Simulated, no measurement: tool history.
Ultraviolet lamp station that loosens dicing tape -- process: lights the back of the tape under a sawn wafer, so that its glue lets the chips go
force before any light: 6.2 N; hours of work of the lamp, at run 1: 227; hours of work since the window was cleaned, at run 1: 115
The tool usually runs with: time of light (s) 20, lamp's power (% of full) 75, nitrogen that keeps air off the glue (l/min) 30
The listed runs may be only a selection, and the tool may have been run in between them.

run,hour,time of light (s),lamp's power (% of full),nitrogen that keeps air off the glue (l/min),hours of work of the lamp,hours of work since the window was cleaned,force that peels the tape off (N),light that reached the tape (mJ/cm²)
1,0,20,75,30,227,115,0.703,265
2,13.7,20,75,30,237,124,0.686,260
3,22.2,20,89,30,242,130,0.505,313
4,33.7,20,75,30,250,138,0.712,266
5,46.4,20,75,36,259,147,0.626,257
6,53.3,30,75,40,264,152,0.246,383
7,61.2,30,75,40,269,157,0.271,389
8,67.7,30,75,40,274,161,0.259,374
9,81.6,21,75,30,283,171,0.681,259
10,92.2,21,81,13,291,178,1.161,284

Each row is a separate what-if for the run after 10, all from the same tool condition, not one after another. Results?
A,104.6,24,96,30,299,187,?,?
B,104.6,14,79,53,299,187,?,?
C,104.6,18,62,22,299,187,?,?
D,104.6,21,98,12,299,187,?,?

run,force that peels the tape off (N),light that reached the tape (mJ/cm²)
A,0.34,378
B,1.029,180
C,1.649,183
D,0.904,336
With the hidden condition removed and each run's random variation left untouched, the same runs would have given:
run,force that peels the tape off (N),light that reached the tape (mJ/cm²)
A,0.174,524
B,0.549,249
C,1.002,253
D,0.467,466
